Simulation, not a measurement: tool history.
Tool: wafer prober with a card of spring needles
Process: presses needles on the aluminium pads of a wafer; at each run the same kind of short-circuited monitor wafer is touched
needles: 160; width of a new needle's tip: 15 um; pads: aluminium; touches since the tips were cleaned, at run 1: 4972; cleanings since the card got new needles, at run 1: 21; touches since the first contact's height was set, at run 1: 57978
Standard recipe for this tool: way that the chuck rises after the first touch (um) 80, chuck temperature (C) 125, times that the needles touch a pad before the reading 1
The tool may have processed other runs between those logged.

run,hour,way that the chuck rises after the first touch (um),chuck temperature (C),times that the needles touch a pad before the reading,touches since the tips were cleaned,cleanings since the card got new needles,touches since the first contact's height was set,resistance of one needle with its contact and lead (mohm),way that a needle slides on the pad (um)
1,0,80,125,1,4972,21,57978,201,21.08
# hour 2: tips cleaned on abrasive film
2,7.4,80,125,1,2136,22,60839,203,21.01
# hour 16.3: tips cleaned on abrasive film
3,19.7,80,97,1,1301,23,65596,198,21.04
4,27.4,80,97,1,4313,23,68608,199,21.06
# hour 31.9: tips cleaned on abrasive film
5,35.7,80,66,1,1497,24,71821,193,20.98
6,41.9,80,27,1,3927,24,74251,185,21.03
# hour 46.7: tips cleaned on abrasive film
7,54.8,80,125,1,3176,25,79273,202,21
8,60.7,80,125,1,5465,25,81562,209,20.94
# hour 61.5: tips cleaned on abrasive film
# hour 62.4: height of the first contact set anew
9,71.4,80,125,1,3755,26,3533,206,20.96
# hour 76.3: tips cleaned on abrasive film
10,79.7,80,125,1,1301,27,6712,206,20.94
11,90,80,125,1,5361,27,10772,203,20.94
# hour 90.9: tips cleaned on abrasive film
12,97.2,80,125,2,2484,28,13543,204,20.94
# hour 105.7: tips cleaned on abrasive film
13,106.7,80,125,2,381,29,17207,205,20.9
14,114.1,80,125,2,3284,29,20110,203,20.89
# hour 121: tips cleaned on abrasive film
15,127.6,77,125,2,2593,30,25342,203,20.09
16,134.6,77,125,2,5345,30,28094,206,20.05
# hour 135.4: tips cleaned on abrasive film
17,141.3,80,66,1,2295,31,30671,193,20.87
# hour 149.8: tips cleaned on abrasive film
18,149.9,79,41,1,16,32,33972,184,20.6
19,160.8,79,41,1,4318,32,38274,186,20.58
# hour 165.1: tips cleaned on abrasive film
20,170.2,83,37,2,2031,33,41910,184,21.59
# hour 180.4: tips cleaned on abrasive film
21,181.6,94,26,2,493,34,46321,182,24.45
22,188.1,67,26,2,3036,34,48864,185,17.41
# hour 195.4: tips cleaned on abrasive film
23,197.1,81,125,1,680,35,52340,201,21.03
24,205.2,99,68,1,3852,35,55512,192,25.69
# hour 209.9: tips cleaned on abrasive film
25,212.1,82,75,2,867,36,58184,195,21.22
26,220.3,82,75,2,4079,36,61396,194,21.26
# hour 225.4: tips cleaned on abrasive film
# hour 226.4: gauge calibrated
27,231.2,82,75,2,2279,37,65615,192,21.6
28,237.2,82,75,2,4604,37,67940,190,21.56
# hour 240.3: tips cleaned on abrasive film
29,244.5,94,36,3,1656,38,70784,185,24.75
# hour 255.7: tips cleaned on abrasive film
30,256.7,94,46,2,399,39,75506,185,24.68
31,269.4,83,53,1,5366,39,80473,189,21.77
# hour 270.4: tips cleaned on abrasive film
# hour 273.9: height of the first contact set anew
32,279.2,82,43,2,3350,40,2068,187,21.49

Alternative continuations, all from the tool just after run 32; predict every row:
# hour 285.5: tips cleaned on abrasive film
A,287.2,80,81,2,650,41,5143,?,?
# hour 285.5: tips cleaned on abrasive film
B,287.2,73,28,1,650,41,5143,?,?
# hour 285.5: tips cleaned on abrasive film
C,287.2,76,88,1,650,41,5143,?,?

run,resistance of one needle with its contact and lead (mohm),way that a needle slides on the pad (um)
A,194,20.98
B,186,19.14
C,195,19.94
Take away the tool's hidden state, keep each run's random variation, and the runs would have read:
run,resistance of one needle with its contact and lead (mohm),way that a needle slides on the pad (um)
A,194,21.07
B,186,19.22
C,194,20.02
